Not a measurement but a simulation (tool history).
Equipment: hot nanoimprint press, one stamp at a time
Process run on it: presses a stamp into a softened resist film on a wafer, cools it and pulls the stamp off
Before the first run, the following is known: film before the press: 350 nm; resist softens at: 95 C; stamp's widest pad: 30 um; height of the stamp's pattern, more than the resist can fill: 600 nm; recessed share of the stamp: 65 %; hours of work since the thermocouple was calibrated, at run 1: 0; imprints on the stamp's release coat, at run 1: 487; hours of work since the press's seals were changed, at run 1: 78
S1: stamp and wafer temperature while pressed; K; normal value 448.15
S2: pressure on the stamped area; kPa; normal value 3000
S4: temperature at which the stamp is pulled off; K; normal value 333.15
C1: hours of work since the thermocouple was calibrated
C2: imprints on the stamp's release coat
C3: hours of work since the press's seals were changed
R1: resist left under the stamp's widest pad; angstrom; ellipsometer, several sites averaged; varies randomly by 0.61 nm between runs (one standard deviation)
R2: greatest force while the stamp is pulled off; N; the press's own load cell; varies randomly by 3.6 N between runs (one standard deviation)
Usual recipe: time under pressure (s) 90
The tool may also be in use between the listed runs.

run 1 hour=0.0 | S1=448.15 S2=3000 time_under_pressure_(s)=90 S4=333.15 | C1=0 C2=487 C3=78 | R1=1619 R2=247
run 2 hour=28.1 | S1=448.15 S2=3000 time_under_pressure_(s)=90 S4=333.15 | C1=12 C2=565 C3=91 | R1=1636 R2=249
run 3 hour=53.4 | S1=448.15 S2=3000 time_under_pressure_(s)=90 S4=333.15 | C1=24 C2=636 C3=102 | R1=1639 R2=253
run 4 hour=93.4 | S1=448.15 S2=3000 time_under_pressure_(s)=90 S4=333.15 | C1=42 C2=747 C3=120 | R1=1637 R2=258
run 5 hour=125.1 | S1=448.15 S2=3000 time_under_pressure_(s)=90 S4=333.15 | C1=56 C2=836 C3=134 | R1=1630 R2=262
run 6 hour=169.5 | S1=448.15 S2=3000 time_under_pressure_(s)=90 S4=333.15 | C1=75 C2=959 C3=153 | R1=1630 R2=270
-- hour=181.3 stamp cleaned and given a new release coat
run 7 hour=197.4 | S1=448.15 S2=3000 time_under_pressure_(s)=90 S4=333.15 | C1=85 C2=45 C3=163 | R1=1635 R2=224
run 8 hour=233.7 | S1=448.15 S2=3000 time_under_pressure_(s)=90 S4=333.15 | C1=101 C2=146 C3=179 | R1=1644 R2=236
run 9 hour=254.9 | S1=448.15 S2=3000 time_under_pressure_(s)=90 S4=338.15 | C1=111 C2=205 C3=189 | R1=1641 R2=211
run 10 hour=278.1 | S1=448.15 S2=3000 time_under_pressure_(s)=90 S4=338.15 | C1=121 C2=270 C3=199 | R1=1654 R2=217
run 11 hour=323.4 | S1=448.15 S2=3000 time_under_pressure_(s)=90 S4=338.15 | C1=141 C2=396 C3=219 | R1=1648 R2=226
run 12 hour=360.7 | S1=448.15 S2=3000 time_under_pressure_(s)=90 S4=333.15 | C1=158 C2=499 C3=236 | R1=1668 R2=254
run 13 hour=384.6 | S1=448.15 S2=3000 time_under_pressure_(s)=90 S4=333.15 | C1=169 C2=566 C3=247 | R1=1657 R2=260
run 14 hour=412.2 | S1=448.15 S2=3000 time_under_pressure_(s)=90 S4=324.15 | C1=181 C2=643 C3=259 | R1=1654 R2=311
run 15 hour=436.9 | S1=448.15 S2=3000 time_under_pressure_(s)=90 S4=324.15 | C1=192 C2=712 C3=270 | R1=1664 R2=305
run 16 hour=483.2 | S1=448.15 S2=3000 time_under_pressure_(s)=90 S4=324.15 | C1=212 C2=841 C3=290 | R1=1660 R2=313
run 17 hour=510.4 | S1=448.15 S2=3000 time_under_pressure_(s)=48 S4=333.15 | C1=225 C2=916 C3=303 | R1=2022 R2=273
-- hour=535.5 stamp cleaned and given a new release coat
run 18 hour=536.2 | S1=438.15 S2=3470 time_under_pressure_(s)=165 S4=336.15 | C1=233 C2=2 C3=311 | R1=1699 R2=211
run 19 hour=563.6 | S1=438.15 S2=3470 time_under_pressure_(s)=165 S4=336.15 | C1=246 C2=79 C3=324 | R1=1695 R2=220
run 20 hour=608.6 | S1=438.15 S2=3470 time_under_pressure_(s)=165 S4=336.15 | C1=266 C2=204 C3=344 | R1=1708 R2=225
-- hour=614.7 plate thermocouple calibrated
run 21 hour=658.9 | S1=448.15 S2=3810 time_under_pressure_(s)=118 S4=330.15 | C1=20 C2=335 C3=365 | R1=1353 R2=256
run 22 hour=691.2 | S1=448.15 S2=4410 time_under_pressure_(s)=118 S4=340.15 | C1=34 C2=425 C3=379 | R1=1250 R2=222
run 23 hour=727.8 | S1=450.15 S2=3000 time_under_pressure_(s)=90 S4=333.15 | C1=50 C2=527 C3=395 | R1=1602 R2=258
-- hour=748.9 plate thermocouple calibrated, once more
run 24 hour=769.0 | S1=437.15 S2=3000 time_under_pressure_(s)=69 S4=333.15 | C1=9 C2=634 C3=412 | R1=2365 R2=256
run 25 hour=800.5 | S1=455.15 S2=3000 time_under_pressure_(s)=73 S4=333.15 | C1=23 C2=721 C3=426 | R1=1473 R2=261
run 26 hour=836.3 | S1=455.15 S2=3000 time_under_pressure_(s)=73 S4=333.15 | C1=39 C2=821 C3=442 | R1=1471 R2=263
run 27 hour=879.0 | S1=443.15 S2=3000 time_under_pressure_(s)=90 S4=333.15 | C1=58 C2=940 C3=461 | R1=1895 R2=279
-- hour=896.4 stamp cleaned and given a new release coat
run 28 hour=933.1 | S1=437.15 S2=3000 time_under_pressure_(s)=90 S4=319.15 | C1=79 C2=103 C3=483 | R1=2237 R2=297
run 29 hour=964.7 | S1=443.15 S2=3000 time_under_pressure_(s)=179 S4=324.15 | C1=93 C2=190 C3=497 | R1=1537 R2=273
run 30 hour=1006.1 | S1=437.15 S2=3000 time_under_pressure_(s)=88 S4=325.15 | C1=112 C2=306 C3=515 | R1=2237 R2=280
run 31 hour=1039.5 | S1=437.15 S2=3000 time_under_pressure_(s)=88 S4=325.15 | C1=127 C2=398 C3=530 | R1=2265 R2=280

Across each entry between runs, compare the hidden state at the last listed run before it with the hidden state at the first listed run after it:
After run 6, before run 7: stamp cleaned and given a new release coat (hour 181.3)
  true temperature over the reading, C: -0.16 -> -0.19; pressure that arrives at the usual setting, %: 99.34 -> 99.29; grip of the stamp's worn release coat, % over a new coat's: 22.4 -> 1
  difference, measured minus the result without the unlogged condition, R1: +13 -> +14 angstrom; R2: +50 -> +3 N
After run 17, before run 18: stamp cleaned and given a new release coat (hour 535.5)
  true temperature over the reading, C: -0.6 -> -0.62; pressure that arrives at the usual setting, %: 98.54 -> 98.49; grip of the stamp's worn release coat, % over a new coat's: 21.3 -> 0
  difference, measured minus the result without the unlogged condition, R1: +43 -> +49 angstrom; R2: +51 -> +2 N
After run 20, before run 21: plate thermocouple calibrated (hour 614.7)
  true temperature over the reading, C: -0.71 -> -1.17; pressure that arrives at the usual setting, %: 98.32 -> 98.21; grip of the stamp's worn release coat, % over a new coat's: 4.7 -> 7.7
  difference, measured minus the result without the unlogged condition, R1: +56 -> +63 angstrom; R2: +13 -> +23 N
After run 23, before run 24: plate thermocouple calibrated, once more (hour 748.9)
  true temperature over the reading, C: -1.25 -> 0.01; pressure that arrives at the usual setting, %: 98.05 -> 97.95; grip of the stamp's worn release coat, % over a new coat's: 12.1 -> 14.6
  difference, measured minus the result without the unlogged condition, R1: +69 -> +21 angstrom; R2: +34 -> +33 N
After run 27, before run 28: stamp cleaned and given a new release coat (hour 896.4)
  true temperature over the reading, C: -0.14 -> -0.2; pressure that arrives at the usual setting, %: 97.69 -> 97.57; grip of the stamp's worn release coat, % over a new coat's: 21.9 -> 2.3
  difference, measured minus the result without the unlogged condition, R1: +30 -> +36 angstrom; R2: +51 -> +8 N
